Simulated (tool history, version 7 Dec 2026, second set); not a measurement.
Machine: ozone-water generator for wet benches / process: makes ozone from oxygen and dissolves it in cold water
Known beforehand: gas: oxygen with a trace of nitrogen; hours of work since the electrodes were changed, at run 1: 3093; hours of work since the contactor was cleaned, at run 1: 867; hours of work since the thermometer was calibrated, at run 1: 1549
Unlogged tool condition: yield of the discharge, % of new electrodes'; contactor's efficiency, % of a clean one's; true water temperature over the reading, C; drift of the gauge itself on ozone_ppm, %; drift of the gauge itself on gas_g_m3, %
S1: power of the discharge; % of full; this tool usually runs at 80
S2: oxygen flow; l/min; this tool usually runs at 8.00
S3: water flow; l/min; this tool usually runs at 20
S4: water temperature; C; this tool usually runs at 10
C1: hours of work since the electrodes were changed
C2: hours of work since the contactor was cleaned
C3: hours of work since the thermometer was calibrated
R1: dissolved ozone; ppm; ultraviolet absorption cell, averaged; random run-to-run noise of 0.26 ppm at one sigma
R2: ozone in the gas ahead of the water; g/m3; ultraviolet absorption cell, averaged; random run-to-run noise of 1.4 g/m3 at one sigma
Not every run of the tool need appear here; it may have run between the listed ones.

Run 1, hour 0.0: usual settings; C1 3093; C2 867; C3 1549. Result: R1 37.1 ppm, R2 239.3 g/m3.
Run 2, hour 69.5: usual settings; C1 3154; C2 929; C3 1610. Result: R1 37.3 ppm, R2 239.9 g/m3.
Run 3, hour 135.4: usual settings; C1 3212; C2 987; C3 1669. Result: R1 37.2 ppm, R2 239.5 g/m3.
Run 4, hour 186.9: usual settings; C1 3258; C2 1033; C3 1714. Result: R1 37.4 ppm, R2 241.9 g/m3.
Run 5, hour 259.2: usual settings but S3 14 l/min; C1 3322; C2 1097; C3 1778. Result: R1 48.0 ppm, R2 239.6 g/m3.
Run 6, hour 357.7: usual settings but S3 14 l/min; C1 3409; C2 1184; C3 1865. Result: R1 48.3 ppm, R2 242.1 g/m3.
Run 7, hour 405.6: usual settings but S1 97 % of full, S3 17 l/min, S4 6 C; C1 3452; C2 1226; C3 1908. Result: R1 49.2 ppm, R2 260.1 g/m3.
At hour 411.2: water thermometer calibrated.
Run 8, hour 509.5: usual settings but S2 7.07 l/min, S4 12 C; C1 3543; C2 1318; C3 87. Result: R1 34.6 ppm, R2 249.0 g/m3.
Run 9, hour 575.8: usual settings but S2 7.07 l/min, S4 12 C; C1 3602; C2 1376; C3 146. Result: R1 34.9 ppm, R2 250.8 g/m3.
Run 10, hour 620.1: usual settings but S1 55 % of full, S2 7.57 l/min, S4 6 C; C1 3641; C2 1416; C3 185. Result: R1 32.4 ppm, R2 206.1 g/m3.
At hour 703.5: water thermometer calibrated, once more.
Run 11, hour 703.5: usual settings but S1 96 % of full, S4 7 C; C1 3714; C2 1489; C3 0. Result: R1 42.2 ppm, R2 261.2 g/m3.

Alternative continuations, all from the tool just after run 11; predict every row:
Run A, hour 752.2: usual settings but S1 45 % of full, S2 6.88 l/min, S4 7 C; C1 3757; C2 1532; C3 43. Result: R1 ?, R2 ?.
Run B, hour 752.2: usual settings but S1 96 % of full, S2 11.02 l/min, S3 25 l/min, S4 7 C; C1 3757; C2 1532; C3 43. Result: R1 ?, R2 ?.
Run C, hour 752.2: usual settings but S3 19 l/min, S4 15 C; C1 3757; C2 1532; C3 43. Result: R1 ?, R2 ?.

run    R1     R2
  A  28.5  189.9
  B  37.6  234.5
  C  35.1  238.2
With no hidden state in the tool, these same runs would have given:
run    R1     R2
  A  29.9  196.8
  B  40.1  247.2
  C  37.3  250.1
